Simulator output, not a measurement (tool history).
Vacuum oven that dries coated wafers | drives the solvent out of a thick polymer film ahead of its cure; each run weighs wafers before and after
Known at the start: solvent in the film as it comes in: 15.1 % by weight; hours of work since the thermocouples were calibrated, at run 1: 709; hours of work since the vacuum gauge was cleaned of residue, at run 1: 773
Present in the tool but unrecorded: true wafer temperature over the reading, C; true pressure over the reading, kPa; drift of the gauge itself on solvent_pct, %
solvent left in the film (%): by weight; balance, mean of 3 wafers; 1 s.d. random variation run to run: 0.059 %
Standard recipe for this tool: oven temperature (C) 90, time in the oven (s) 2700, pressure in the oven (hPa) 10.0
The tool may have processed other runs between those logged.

run,hour,oven temperature (C),time in the oven (s),pressure in the oven (hPa),hours of work since the thermocouples were calibrated,hours of work since the vacuum gauge was cleaned of residue,solvent left in the film (%)
1,0.0,90,2700,10.0,709,773,3.23
2,38.3,90,2700,10.0,729,793,3.32
3,84.6,90,2700,31.6,753,817,5.04
4,121.7,90,2700,31.6,773,837,5.02
5,152.4,76,2700,10.0,789,853,6.98
6,175.6,76,2700,10.0,802,865,7.00
7,200.8,98,1320,33.8,815,879,5.26
8,235.1,92,1920,10.0,833,897,4.02
9,258.7,86,2220,38.8,845,909,7.48
10,278.1,90,2520,19.7,856,919,4.21

Consider 3 possible next runs. They are alternatives, not a sequence: every one starts from the tool as it was left by run 10. What does each give?
A,317.5,90,2400,10.0,877,940,?
B,317.5,90,2520,14.0,877,940,?
C,317.5,102,2700,38.8,877,940,?

run,solvent left in the film (%)
A,3.65
B,3.66
C,2.82
With the hidden condition removed and each run's random variation left untouched, the same runs would have given:
run,solvent left in the film (%)
A,3.63
B,3.65
C,2.81
